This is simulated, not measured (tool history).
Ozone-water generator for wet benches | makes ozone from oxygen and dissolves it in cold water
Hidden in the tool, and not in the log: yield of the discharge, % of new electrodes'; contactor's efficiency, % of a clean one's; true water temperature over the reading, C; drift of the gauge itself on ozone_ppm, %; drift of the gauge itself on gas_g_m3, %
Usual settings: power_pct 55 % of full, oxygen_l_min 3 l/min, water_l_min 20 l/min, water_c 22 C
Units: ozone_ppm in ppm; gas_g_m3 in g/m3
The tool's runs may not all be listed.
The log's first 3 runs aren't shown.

run,day,power_pct,oxygen_l_min,water_l_min,water_c,hours of work since the electrodes were changed,hours of work since the contactor was cleaned,hours of work since the thermometer was calibrated,ozone_ppm,gas_g_m3
4,15.721,55,3,20,22,7623,4439,1580,9,119
5,19.983,55,3,20,22,7718,4535,1675,8.9,119.1
6,24.246,55,3,20,22,7814,4630,1771,9,118.8
7,32.85,55,3,20,22,8006,4823,1963,9.1,121.2
8,41.083,55,3,20,22,8191,5007,2148,8.8,117.9
9,50.188,55,3,17,22,8395,5211,2351,9.8,117.5
10,56.958,55,3,17,22,8546,5363,2503,10,117.6
11,61.617,55,2.6,20,22,8651,5467,2607,8.7,127.3
12,66.662,55,2.6,20,22,8763,5580,2720,8.5,128
13,72.058,55,2.6,20,22,8884,5701,2841,8.6,128.7
14,80.75,42,3,20,22,9079,5895,3036,7.1,96
15,86.962,96,3,20,22,9218,6035,3175,13,177.5
16,94.454,55,4.26,20,22,9386,6202,3342,8.7,93.7

Forecast run 17:
17,103.4,82,3,20,22,9586,6403,3543,?,?

ozone_ppm: 11.5 ppm
gas_g_m3: 155.5 g/m3
Without the tool's hidden state the same run would have given ozone_ppm 15.4 ppm, gas_g_m3 196.6 g/m3.
